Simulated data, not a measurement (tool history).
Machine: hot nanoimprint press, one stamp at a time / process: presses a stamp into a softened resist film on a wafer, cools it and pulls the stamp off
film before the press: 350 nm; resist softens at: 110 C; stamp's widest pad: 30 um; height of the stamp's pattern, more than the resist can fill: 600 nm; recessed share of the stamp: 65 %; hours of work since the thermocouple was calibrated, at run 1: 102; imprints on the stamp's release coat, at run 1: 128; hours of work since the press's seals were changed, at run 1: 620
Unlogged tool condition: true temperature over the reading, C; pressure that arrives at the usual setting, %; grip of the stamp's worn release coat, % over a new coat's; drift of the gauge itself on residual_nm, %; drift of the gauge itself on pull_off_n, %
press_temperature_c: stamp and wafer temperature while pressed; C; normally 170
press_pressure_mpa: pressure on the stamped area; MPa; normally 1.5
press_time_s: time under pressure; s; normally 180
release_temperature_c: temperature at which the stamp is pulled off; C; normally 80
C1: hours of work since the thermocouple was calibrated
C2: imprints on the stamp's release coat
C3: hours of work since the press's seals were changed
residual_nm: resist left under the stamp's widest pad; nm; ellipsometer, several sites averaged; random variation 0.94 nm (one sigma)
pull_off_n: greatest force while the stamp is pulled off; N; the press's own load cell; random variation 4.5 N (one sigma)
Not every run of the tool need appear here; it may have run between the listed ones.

{"run": 1, "day": 0.0, "press_temperature_c": 170, "press_pressure_mpa": 1.5, "press_time_s": 180, "release_temperature_c": 80, "C1": 102, "C2": 128, "C3": 620, "residual_nm": 155.6, "pull_off_n": 220}
{"run": 2, "day": 0.75, "press_temperature_c": 170, "press_pressure_mpa": 1.5, "press_time_s": 180, "release_temperature_c": 88, "C1": 116, "C2": 210, "C3": 634, "residual_nm": 155.3, "pull_off_n": 179}
{"run": 3, "day": 1.496, "press_temperature_c": 170, "press_pressure_mpa": 1.5, "press_time_s": 180, "release_temperature_c": 88, "C1": 130, "C2": 291, "C3": 648, "residual_nm": 156.7, "pull_off_n": 192}
{"run": 4, "day": 2.388, "press_temperature_c": 170, "press_pressure_mpa": 1.32, "press_time_s": 180, "release_temperature_c": 80, "C1": 147, "C2": 388, "C3": 664, "residual_nm": 166.7, "pull_off_n": 226}
{"run": 5, "day": 2.908, "press_temperature_c": 170, "press_pressure_mpa": 1.32, "press_time_s": 180, "release_temperature_c": 80, "C1": 156, "C2": 445, "C3": 674, "residual_nm": 164.5, "pull_off_n": 222}
{"run": 6, "day": 3.662, "press_temperature_c": 168, "press_pressure_mpa": 1.5, "press_time_s": 180, "release_temperature_c": 80, "C1": 170, "C2": 527, "C3": 688, "residual_nm": 169.8, "pull_off_n": 218}
{"run": 7, "day": 4.588, "press_temperature_c": 170, "press_pressure_mpa": 1.5, "press_time_s": 180, "release_temperature_c": 87, "C1": 187, "C2": 628, "C3": 705, "residual_nm": 155.6, "pull_off_n": 196}
{"day": 5.196, "done": "stamp cleaned and given a new release coat"}
{"run": 8, "day": 5.617, "press_temperature_c": 170, "press_pressure_mpa": 1.5, "press_time_s": 180, "release_temperature_c": 87, "C1": 202, "C2": 46, "C3": 719, "residual_nm": 154.8, "pull_off_n": 201}
{"run": 9, "day": 6.438, "press_temperature_c": 170, "press_pressure_mpa": 1.5, "press_time_s": 180, "release_temperature_c": 80, "C1": 217, "C2": 135, "C3": 735, "residual_nm": 154.8, "pull_off_n": 220}
{"run": 10, "day": 7.329, "press_temperature_c": 170, "press_pressure_mpa": 1.5, "press_time_s": 180, "release_temperature_c": 66, "C1": 233, "C2": 232, "C3": 751, "residual_nm": 154.8, "pull_off_n": 282}
{"run": 11, "day": 8.188, "press_temperature_c": 175, "press_pressure_mpa": 1.5, "press_time_s": 180, "release_temperature_c": 80, "C1": 249, "C2": 325, "C3": 767, "residual_nm": 124.5, "pull_off_n": 215}
{"run": 12, "day": 8.967, "press_temperature_c": 175, "press_pressure_mpa": 1.5, "press_time_s": 180, "release_temperature_c": 80, "C1": 264, "C2": 410, "C3": 782, "residual_nm": 124.5, "pull_off_n": 220}
{"run": 13, "day": 9.471, "press_temperature_c": 170, "press_pressure_mpa": 1.5, "press_time_s": 221, "release_temperature_c": 80, "C1": 273, "C2": 465, "C3": 791, "residual_nm": 143.7, "pull_off_n": 216}
{"run": 14, "day": 10.208, "press_temperature_c": 170, "press_pressure_mpa": 1.5, "press_time_s": 221, "release_temperature_c": 80, "C1": 287, "C2": 545, "C3": 805, "residual_nm": 145.9, "pull_off_n": 223}
{"day": 10.504, "done": "plate thermocouple calibrated"}
{"run": 15, "day": 10.746, "press_temperature_c": 170, "press_pressure_mpa": 1.5, "press_time_s": 221, "release_temperature_c": 80, "C1": 5, "C2": 590, "C3": 812, "residual_nm": 146.2, "pull_off_n": 221}
{"day": 11.717, "done": "stamp cleaned and given a new release coat"}
{"run": 16, "day": 11.717, "press_temperature_c": 170, "press_pressure_mpa": 2.05, "press_time_s": 121, "release_temperature_c": 80, "C1": 18, "C2": 0, "C3": 826, "residual_nm": 154.5, "pull_off_n": 216}
{"run": 17, "day": 12.679, "press_temperature_c": 179, "press_pressure_mpa": 1.47, "press_time_s": 121, "release_temperature_c": 86, "C1": 36, "C2": 105, "C3": 843, "residual_nm": 125, "pull_off_n": 200}
{"run": 18, "day": 13.604, "press_temperature_c": 179, "press_pressure_mpa": 1.47, "press_time_s": 121, "release_temperature_c": 86, "C1": 53, "C2": 206, "C3": 861, "residual_nm": 124.6, "pull_off_n": 194}
{"run": 19, "day": 14.1, "press_temperature_c": 171, "press_pressure_mpa": 1.5, "press_time_s": 338, "release_temperature_c": 80, "C1": 62, "C2": 260, "C3": 870, "residual_nm": 118.4, "pull_off_n": 220}
{"run": 20, "day": 14.917, "press_temperature_c": 171, "press_pressure_mpa": 1.5, "press_time_s": 249, "release_temperature_c": 80, "C1": 77, "C2": 349, "C3": 885, "residual_nm": 130.6, "pull_off_n": 221}
{"run": 21, "day": 15.7, "press_temperature_c": 171, "press_pressure_mpa": 1.5, "press_time_s": 249, "release_temperature_c": 80, "C1": 92, "C2": 434, "C3": 899, "residual_nm": 132.5, "pull_off_n": 224}
{"run": 22, "day": 16.621, "press_temperature_c": 171, "press_pressure_mpa": 1.5, "press_time_s": 249, "release_temperature_c": 80, "C1": 109, "C2": 534, "C3": 916, "residual_nm": 132.8, "pull_off_n": 227}
{"run": 23, "day": 17.521, "press_temperature_c": 171, "press_pressure_mpa": 1.72, "press_time_s": 249, "release_temperature_c": 80, "C1": 125, "C2": 632, "C3": 933, "residual_nm": 124, "pull_off_n": 222}
{"day": 18.108, "done": "stamp cleaned and given a new release coat"}
{"run": 24, "day": 18.65, "press_temperature_c": 168, "press_pressure_mpa": 1.72, "press_time_s": 300, "release_temperature_c": 87, "C1": 142, "C2": 59, "C3": 949, "residual_nm": 132.4, "pull_off_n": 199}
{"run": 25, "day": 19.304, "press_temperature_c": 178, "press_pressure_mpa": 1.98, "press_time_s": 131, "release_temperature_c": 86, "C1": 154, "C2": 130, "C3": 962, "residual_nm": 107.3, "pull_off_n": 202}
{"run": 26, "day": 19.942, "press_temperature_c": 178, "press_pressure_mpa": 1.98, "press_time_s": 131, "release_temperature_c": 86, "C1": 166, "C2": 199, "C3": 973, "residual_nm": 106.9, "pull_off_n": 200}
{"run": 27, "day": 20.621, "press_temperature_c": 170, "press_pressure_mpa": 1.5, "press_time_s": 180, "release_temperature_c": 79, "C1": 178, "C2": 273, "C3": 986, "residual_nm": 156.2, "pull_off_n": 225}
{"run": 28, "day": 21.062, "press_temperature_c": 178, "press_pressure_mpa": 1.78, "press_time_s": 282, "release_temperature_c": 80, "C1": 186, "C2": 321, "C3": 994, "residual_nm": 83.3, "pull_off_n": 214}
{"day": 21.875, "done": "press's hydraulic seals changed and the load cell set to zero"}
{"run": 29, "day": 22.146, "press_temperature_c": 178, "press_pressure_mpa": 1.78, "press_time_s": 282, "release_temperature_c": 80, "C1": 200, "C2": 403, "C3": 5, "residual_nm": 84.3, "pull_off_n": 217}

Predict each of these 3 candidate next runs independently; none follows another, all start after run 29:
{"run": "A", "day": 22.792, "press_temperature_c": 178, "press_pressure_mpa": 1.78, "press_time_s": 131, "release_temperature_c": 81, "C1": 212, "C2": 474, "C3": 17, "residual_nm": "?", "pull_off_n": "?"}
{"run": "B", "day": 22.792, "press_temperature_c": 170, "press_pressure_mpa": 1.18, "press_time_s": 180, "release_temperature_c": 81, "C1": 212, "C2": 474, "C3": 17, "residual_nm": "?", "pull_off_n": "?"}
{"run": "C", "day": 22.792, "press_temperature_c": 181, "press_pressure_mpa": 1.5, "press_time_s": 180, "release_temperature_c": 80, "C1": 212, "C2": 474, "C3": 17, "residual_nm": "?", "pull_off_n": "?"}

run=A residual_nm=113.7 pull_off_n=213
run=B residual_nm=176.5 pull_off_n=222
run=C residual_nm=95.8 pull_off_n=215
Take away the tool's hidden state, keep each run's random variation, and the runs would have read:
run=A residual_nm=113.9 pull_off_n=212
run=B residual_nm=176.9 pull_off_n=220
run=C residual_nm=96 pull_off_n=214

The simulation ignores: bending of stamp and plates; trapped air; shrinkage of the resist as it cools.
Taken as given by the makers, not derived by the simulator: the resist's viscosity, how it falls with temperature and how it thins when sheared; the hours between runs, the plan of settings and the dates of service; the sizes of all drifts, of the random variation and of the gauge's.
